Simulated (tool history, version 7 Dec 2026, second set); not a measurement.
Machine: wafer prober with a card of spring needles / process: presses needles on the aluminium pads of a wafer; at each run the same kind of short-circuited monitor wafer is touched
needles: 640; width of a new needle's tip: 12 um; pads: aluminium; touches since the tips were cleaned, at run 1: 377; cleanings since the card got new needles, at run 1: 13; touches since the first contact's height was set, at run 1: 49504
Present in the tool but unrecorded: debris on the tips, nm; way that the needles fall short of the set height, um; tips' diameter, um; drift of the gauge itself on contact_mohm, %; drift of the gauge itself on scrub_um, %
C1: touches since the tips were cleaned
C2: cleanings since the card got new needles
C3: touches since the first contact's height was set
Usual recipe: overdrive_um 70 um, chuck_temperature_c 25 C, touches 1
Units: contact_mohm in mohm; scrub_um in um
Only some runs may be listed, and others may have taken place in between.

run 1 hour=0 | overdrive_um=70 chuck_temperature_c=25 touches=1 | C1=377 C2=13 C3=49504 | contact_mohm=266 scrub_um=11.59
-- hour=5.7 tips cleaned on abrasive film
-- hour=11.4 tips cleaned on abrasive film
-- hour=17.1 tips cleaned on abrasive film
-- hour=22.8 tips cleaned on abrasive film
-- hour=29.9 tips cleaned on abrasive film
-- hour=37 tips cleaned on abrasive film
-- hour=42.7 tips cleaned on abrasive film
-- hour=49.9 tips cleaned on abrasive film
-- hour=57 tips cleaned on abrasive film
-- hour=62.7 tips cleaned on abrasive film
run 2 hour=62.7 | overdrive_um=70 chuck_temperature_c=25 touches=1 | C1=37 C2=23 C3=86179 | contact_mohm=238 scrub_um=11.47
-- hour=68.4 tips cleaned on abrasive film
-- hour=74.1 tips cleaned on abrasive film
-- hour=79.8 tips cleaned on abrasive film
-- hour=87 tips cleaned on abrasive film
-- hour=94.1 tips cleaned on abrasive film
-- hour=99.8 tips cleaned on abrasive film
-- hour=105.7 height of the first contact set anew
-- hour=107.2 tips cleaned on abrasive film
run 3 hour=109 | overdrive_um=72 chuck_temperature_c=25 touches=1 | C1=1073 C2=30 C3=1906 | contact_mohm=322 scrub_um=12.05
-- hour=113.3 tips cleaned on abrasive film
-- hour=119 tips cleaned on abrasive film
-- hour=126.1 tips cleaned on abrasive film
-- hour=131.8 tips cleaned on abrasive film
-- hour=138.9 tips cleaned on abrasive film
-- hour=144.6 tips cleaned on abrasive film
-- hour=151.7 tips cleaned on abrasive film
-- hour=157.4 tips cleaned on abrasive film
-- hour=164.5 tips cleaned on abrasive film
-- hour=171.6 tips cleaned on abrasive film
run 4 hour=177 | overdrive_um=72 chuck_temperature_c=25 touches=1 | C1=3183 C2=40 C3=41729 | contact_mohm=374 scrub_um=11.97
-- hour=178.5 tips cleaned on abrasive film
-- hour=184.2 tips cleaned on abrasive film
-- hour=191.3 tips cleaned on abrasive film
-- hour=198.4 tips cleaned on abrasive film
-- hour=204.1 tips cleaned on abrasive film
-- hour=209.8 tips cleaned on abrasive film
-- hour=216.9 tips cleaned on abrasive film
-- hour=222.7 tips cleaned on abrasive film
-- hour=228.4 tips cleaned on abrasive film
-- hour=234.7 tips cleaned on abrasive film
run 5 hour=234.7 | overdrive_um=72 chuck_temperature_c=25 touches=1 | C1=0 C2=50 C3=75436 | contact_mohm=233 scrub_um=11.83
-- hour=241.8 tips cleaned on abrasive film
-- hour=247.5 tips cleaned on abrasive film
-- hour=253.3 tips cleaned on abrasive film
-- hour=260.4 tips cleaned on abrasive film
-- hour=267.5 tips cleaned on abrasive film
run 6 hour=271.6 | overdrive_um=70 chuck_temperature_c=25 touches=1 | C1=2441 C2=55 C3=97028 | contact_mohm=378 scrub_um=11.46
-- hour=274.5 tips cleaned on abrasive film
-- hour=281.6 tips cleaned on abrasive film
-- hour=288.7 tips cleaned on abrasive film
-- hour=294.4 tips cleaned on abrasive film
-- hour=296.1 height of the first contact set anew
-- hour=301.8 tips cleaned on abrasive film
-- hour=308.9 tips cleaned on abrasive film
-- hour=314.6 tips cleaned on abrasive film
-- hour=321.7 tips cleaned on abrasive film
-- hour=328.8 tips cleaned on abrasive film
-- hour=335.9 tips cleaned on abrasive film
run 7 hour=336.5 | overdrive_um=70 chuck_temperature_c=25 touches=1 | C1=335 C2=65 C3=23650 | contact_mohm=269 scrub_um=11.66
-- hour=342.2 tips cleaned on abrasive film
-- hour=347.9 tips cleaned on abrasive film
-- hour=353.6 tips cleaned on abrasive film
-- hour=359.3 tips cleaned on abrasive film
-- hour=365 tips cleaned on abrasive film
-- hour=372.2 tips cleaned on abrasive film
-- hour=377.9 tips cleaned on abrasive film
run 8 hour=378.4 | overdrive_um=70 chuck_temperature_c=25 touches=1 | C1=332 C2=72 C3=48131 | contact_mohm=272 scrub_um=11.58
-- hour=384.1 tips cleaned on abrasive film
-- hour=389.8 tips cleaned on abrasive film
-- hour=396.9 tips cleaned on abrasive film
-- hour=402.6 tips cleaned on abrasive film
-- hour=409.7 tips cleaned on abrasive film
-- hour=416.9 tips cleaned on abrasive film
-- hour=422.6 tips cleaned on abrasive film
run 9 hour=423.5 | overdrive_um=70 chuck_temperature_c=25 touches=1 | C1=574 C2=79 C3=74517 | contact_mohm=296 scrub_um=11.53
-- hour=429.2 tips cleaned on abrasive film
-- hour=434.9 tips cleaned on abrasive film
-- hour=440.6 tips cleaned on abrasive film
-- hour=447.8 tips cleaned on abrasive film
-- hour=454.9 tips cleaned on abrasive film
-- hour=462 tips cleaned on abrasive film
-- hour=469.1 tips cleaned on abrasive film
-- hour=474.8 tips cleaned on abrasive film
-- hour=480.5 tips cleaned on abrasive film
-- hour=486.4 height of the first contact set anew
-- hour=486.8 tips cleaned on abrasive film
run 10 hour=486.8 | overdrive_um=70 chuck_temperature_c=32 touches=1 | C1=0 C2=89 C3=188 | contact_mohm=248 scrub_um=11.74
-- hour=493.9 tips cleaned on abrasive film
-- hour=499.6 tips cleaned on abrasive film
-- hour=505.3 tips cleaned on abrasive film
-- hour=512.4 tips cleaned on abrasive film
-- hour=519 tips cleaned on abrasive film
run 11 hour=519 | overdrive_um=59 chuck_temperature_c=81 touches=1 | C1=0 C2=94 C3=19006 | contact_mohm=264 scrub_um=9.82
-- hour=526.1 tips cleaned on abrasive film
-- hour=533.2 tips cleaned on abrasive film
-- hour=538.9 tips cleaned on abrasive film
-- hour=544.6 tips cleaned on abrasive film
-- hour=550.3 tips cleaned on abrasive film
-- hour=556 tips cleaned on abrasive film
run 12 hour=557.6 | overdrive_um=59 chuck_temperature_c=35 touches=2 | C1=959 C2=100 C3=41614 | contact_mohm=309 scrub_um=9.78
-- hour=561.9 tips cleaned on abrasive film
-- hour=567.6 tips cleaned on abrasive film
-- hour=574.7 tips cleaned on abrasive film
-- hour=580.5 tips cleaned on abrasive film
-- hour=586.2 tips cleaned on abrasive film
-- hour=592.5 tips cleaned on abrasive film
run 13 hour=592.5 | overdrive_um=70 chuck_temperature_c=52 touches=1 | C1=0 C2=106 C3=61978 | contact_mohm=248 scrub_um=11.55
-- hour=599.6 tips cleaned on abrasive film
-- hour=605.3 tips cleaned on abrasive film
-- hour=612.4 tips cleaned on abrasive film
-- hour=618.1 tips cleaned on abrasive film
-- hour=625.2 tips cleaned on abrasive film
-- hour=631 tips cleaned on abrasive film
run 14 hour=631 | overdrive_um=70 chuck_temperature_c=108 touches=2 | C1=0 C2=112 C3=84497 | contact_mohm=248 scrub_um=11.48
-- hour=638.1 tips cleaned on abrasive film
-- hour=643.8 tips cleaned on abrasive film
-- hour=650.9 tips cleaned on abrasive film
-- hour=656.6 tips cleaned on abrasive film
-- hour=662.3 tips cleaned on abrasive film
-- hour=669.4 tips cleaned on abrasive film
-- hour=675.1 tips cleaned on abrasive film
-- hour=676.8 height of the first contact set anew
-- hour=681.1 tips cleaned on abrasive film
-- hour=687.4 tips cleaned on abrasive film
run 15 hour=687.4 | overdrive_um=59 chuck_temperature_c=108 touches=2 | C1=0 C2=121 C3=6180 | contact_mohm=258 scrub_um=9.85
-- hour=693.2 tips cleaned on abrasive film
-- hour=698.9 tips cleaned on abrasive film
-- hour=706 tips cleaned on abrasive film
-- hour=711.7 tips cleaned on abrasive film
-- hour=718.8 tips cleaned on abrasive film
-- hour=724.5 tips cleaned on abrasive film
run 16 hour=726.5 | overdrive_um=50 chuck_temperature_c=69 touches=1 | C1=1187 C2=127 C3=29017 | contact_mohm=439 scrub_um=8.32
-- hour=730.8 tips cleaned on abrasive film
-- hour=736.5 tips cleaned on abrasive film
-- hour=743.6 tips cleaned on abrasive film
-- hour=749.3 tips cleaned on abrasive film
-- hour=756.4 tips cleaned on abrasive film
-- hour=763.5 tips cleaned on abrasive film
-- hour=769.2 tips cleaned on abrasive film
-- hour=774.9 tips cleaned on abrasive film
-- hour=780.6 tips cleaned on abrasive film
-- hour=787.7 tips cleaned on abrasive film
run 17 hour=790.5 | overdrive_um=90 chuck_temperature_c=38 touches=1 | C1=1646 C2=137 C3=66469 | contact_mohm=327 scrub_um=14.87
-- hour=794.8 tips cleaned on abrasive film
-- hour=801.9 tips cleaned on abrasive film
-- hour=807.6 tips cleaned on abrasive film
-- hour=814.7 tips cleaned on abrasive film
-- hour=820.4 tips cleaned on abrasive film
-- hour=827.6 tips cleaned on abrasive film
-- hour=833.3 tips cleaned on abrasive film
-- hour=839 tips cleaned on abrasive film
-- hour=846.1 tips cleaned on abrasive film
run 18 hour=851.5 | overdrive_um=89 chuck_temperature_c=32 touches=3 | C1=3226 C2=146 C3=102168 | contact_mohm=273 scrub_um=14.61
-- hour=853 tips cleaned on abrasive film
-- hour=858.7 tips cleaned on abrasive film
-- hour=865.8 tips cleaned on abrasive film
-- hour=867.5 height of the first contact set anew
-- hour=873.2 tips cleaned on abrasive film
-- hour=878.9 tips cleaned on abrasive film
run 19 hour=884.2 | overdrive_um=70 chuck_temperature_c=36 touches=1 | C1=3121 C2=151 C3=9782 | contact_mohm=414 scrub_um=11.71

Alternative continuations, all from the tool just after run 19; predict every row:
-- hour=885.7 tips cleaned on abrasive film
-- hour=892.8 tips cleaned on abrasive film
-- hour=899.9 tips cleaned on abrasive film
-- hour=905.6 tips cleaned on abrasive film
-- hour=911.3 tips cleaned on abrasive film
-- hour=918.4 tips cleaned on abrasive film
run A hour=918.4 | overdrive_um=70 chuck_temperature_c=31 touches=1 | C1=8 C2=157 C3=29774 | contact_mohm=? scrub_um=?
-- hour=885.7 tips cleaned on abrasive film
-- hour=892.8 tips cleaned on abrasive film
-- hour=899.9 tips cleaned on abrasive film
-- hour=905.6 tips cleaned on abrasive film
-- hour=911.3 tips cleaned on abrasive film
-- hour=918.4 tips cleaned on abrasive film
run B hour=918.4 | overdrive_um=70 chuck_temperature_c=25 touches=1 | C1=8 C2=157 C3=29774 | contact_mohm=? scrub_um=?
-- hour=885.7 tips cleaned on abrasive film
-- hour=892.8 tips cleaned on abrasive film
-- hour=899.9 tips cleaned on abrasive film
-- hour=905.6 tips cleaned on abrasive film
-- hour=911.3 tips cleaned on abrasive film
-- hour=918.4 tips cleaned on abrasive film
run C hour=918.4 | overdrive_um=72 chuck_temperature_c=34 touches=1 | C1=8 C2=157 C3=29774 | contact_mohm=? scrub_um=?
-- hour=885.7 tips cleaned on abrasive film
-- hour=892.8 tips cleaned on abrasive film
-- hour=899.9 tips cleaned on abrasive film
-- hour=905.6 tips cleaned on abrasive film
-- hour=911.3 tips cleaned on abrasive film
-- hour=918.4 tips cleaned on abrasive film
run D hour=918.4 | overdrive_um=64 chuck_temperature_c=62 touches=1 | C1=8 C2=157 C3=29774 | contact_mohm=? scrub_um=?

run=A contact_mohm=240 scrub_um=11.63
run=B contact_mohm=243 scrub_um=11.63
run=C contact_mohm=242 scrub_um=11.99
run=D contact_mohm=249 scrub_um=10.62
With no hidden state in the tool, these same runs would have given:
run=A contact_mohm=224 scrub_um=11.73
run=B contact_mohm=227 scrub_um=11.73
run=C contact_mohm=226 scrub_um=12.09
run=D contact_mohm=231 scrub_um=10.72
